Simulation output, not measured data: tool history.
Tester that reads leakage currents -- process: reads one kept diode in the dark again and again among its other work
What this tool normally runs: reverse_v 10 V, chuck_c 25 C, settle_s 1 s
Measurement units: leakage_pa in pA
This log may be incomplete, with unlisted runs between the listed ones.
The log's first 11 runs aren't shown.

run    hour  reverse_v  chuck_c  settle_s  leakage_pa
 12  1070.9         10       33         1      205.54
 13  1152.4         10       33         1      206.54
 14  1276.5         10       25      0.99      115.47
 15  1388.5         10       25      0.99      115.97
 16    1523         10       25      0.99       115.2
 17  1596.4         10       25      0.99       115.2
 18  1719.9         10       24      0.99      106.42
 19  1775.2         10       24      0.99      107.29
 20  1906.4         10       24      0.99      107.01
 21  1970.7        9.1       55      3.51      857.52
 22  2065.6       18.7       55      1.98     1136.62
 23  2135.9        4.6       41      4.43         257
 24  2200.3        4.6       41      4.43      256.27
 25  2283.7         10       38         1      285.57
     2379.8  -- probe card cleaned and baked
 26  2407.3        3.7       25         1       72.42
 27  2511.8        3.7       25         1       72.56
 28    2574         10       25      7.87      104.75
 29  2694.4         10       25      7.87      104.82
 30  2773.9         10       37      1.06      257.42
     2809.4  -- chuck's temperature calibrated
 31  2872.6         10       37      1.06      278.68
 32  2993.4         10       35         1      238.83
 33  3074.5         10       35         1      239.79
 34  3178.4       17.4       38      1.36      368.81

The next listed run, before its measurement:
 35  3288.3       17.4       38      1.36           ?

{"run 35": {"leakage_pa": 368.5}}
The same run, on a tool lacking any hidden state, would have yielded leakage_pa 374.01 pA.
